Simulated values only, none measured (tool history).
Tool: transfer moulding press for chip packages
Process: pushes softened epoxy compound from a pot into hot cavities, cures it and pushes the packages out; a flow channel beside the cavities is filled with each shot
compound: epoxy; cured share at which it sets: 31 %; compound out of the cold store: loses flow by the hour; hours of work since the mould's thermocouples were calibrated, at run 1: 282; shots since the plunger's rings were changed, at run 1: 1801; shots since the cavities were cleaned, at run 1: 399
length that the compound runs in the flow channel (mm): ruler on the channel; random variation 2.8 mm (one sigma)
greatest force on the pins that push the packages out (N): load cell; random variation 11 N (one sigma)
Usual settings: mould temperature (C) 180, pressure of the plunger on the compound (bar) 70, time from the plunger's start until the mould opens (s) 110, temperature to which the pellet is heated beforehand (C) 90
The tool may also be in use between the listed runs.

run   hour  mould temperature (C)  pressure of the plunger on the compound (bar)  time from the plunger's start until the mould opens (s)  temperature to which the pellet is heated beforehand (C)  hours of work since the mould's thermocouples were calibrated  shots since the plunger's rings were changed  shots since the cavities were cleaned  incoming compound's hours out of the cold store  length that the compound runs in the flow channel (mm)  greatest force on the pins that push the packages out (N)
  1      0                    180                                             70                                                      110                                                        90                                                            282                                          1801                                    399                                             34.2                                                     763                                                        798
      10.4  -- cavities cleaned with cleaning compound and waxed
  2   12.8                    176                                             70                                                      110                                                        90                                                            290                                          1944                                     30                                             26.3                                                     810                                                        678
  3   20.9                    176                                             70                                                      110                                                        90                                                            296                                          2045                                    131                                             47.6                                                     730                                                        769
  4   28.2                    176                                             70                                                      110                                                        90                                                            301                                          2137                                    223                                             27.8                                                     804                                                        876
  5   37.4                    176                                             70                                                      110                                                        87                                                            308                                          2253                                    339                                             22.7                                                     828                                                        948
  6   48.9                    180                                             70                                                      110                                                        90                                                            316                                          2397                                    483                                             42.7                                                     732                                                        823
        53  -- cavities cleaned with cleaning compound and waxed
  7   63.7                    180                                             70                                                      110                                                        90                                                            326                                          2565                                    135                                             14.7                                                     836                                                        649
  8     71                    180                                             70                                                      110                                                        90                                                            331                                          2657                                    227                                             46.9                                                     706                                                        677
      73.6  -- mould's thermocouples calibrated
  9   78.5                    180                                             70                                                      110                                                        90                                                              4                                          2727                                    297                                             30.8                                                     765                                                        734
 10   87.5                    183                                             70                                                      110                                                        90                                                             10                                          2839                                    409                                             24.3                                                     773                                                        710
      97.2  -- cavities cleaned with cleaning compound and waxed
     100.5  -- plunger's sealing rings changed
 11    103                    184                                           72.6                                                      147                                                        91                                                             19                                            32                                     41                                             20.8                                                     839                                                        473
 12  113.4                    177                                           58.4                                                      110                                                        93                                                             26                                           162                                    171                                               10                                                     826                                                        818
 13    119                    177                                           58.4                                                      110                                                        93                                                             30                                           233                                    242                                             19.6                                                     786                                                        826
 14  126.4                    177                                           58.4                                                      110                                                        93                                                             36                                           326                                    335                                             35.6                                                     720                                                        889
 15  135.8                    180                                             70                                                      107                                                        86                                                             42                                           444                                    453                                             42.9                                                     755                                                        855
     141.9  -- cavities cleaned with cleaning compound and waxed
 16  147.7                    181                                             70                                                       91                                                        81                                                             50                                           576                                     73                                             45.7                                                     733                                                        733
     154.4  -- mould's thermocouples calibrated, once more
 17  155.4                    181                                             70                                                       91                                                        81                                                              1                                           646                                    143                                             34.3                                                     780                                                        854
 18    165                    180                                           76.6                                                      106                                                        84                                                              8                                           767                                    264                                              9.1                                                     932                                                        809

Forecast each of these 3 alternatives for the next run:
  A  177.4                    180                                             70                                                      110                                                        95                                                             17                                           923                                    420                                             42.2                                                       ?                                                          ?
  B  177.4                    187                                           76.6                                                      104                                                        87                                                             17                                           923                                    420                                             43.7                                                       ?                                                          ?
  C  177.4                    180                                             70                                                       97                                                        96                                                             17                                           923                                    420                                             31.8                                                       ?                                                          ?

run  length that the compound runs in the flow channel (mm)  greatest force on the pins that push the packages out (N)
  A                                                     742                                                        786
  B                                                     745                                                        704
  C                                                     786                                                       1009
Without the tool's hidden state the same runs would have given:
run  length that the compound runs in the flow channel (mm)  greatest force on the pins that push the packages out (N)
  A                                                     755                                                        506
  B                                                     757                                                        452
  C                                                     799                                                        651

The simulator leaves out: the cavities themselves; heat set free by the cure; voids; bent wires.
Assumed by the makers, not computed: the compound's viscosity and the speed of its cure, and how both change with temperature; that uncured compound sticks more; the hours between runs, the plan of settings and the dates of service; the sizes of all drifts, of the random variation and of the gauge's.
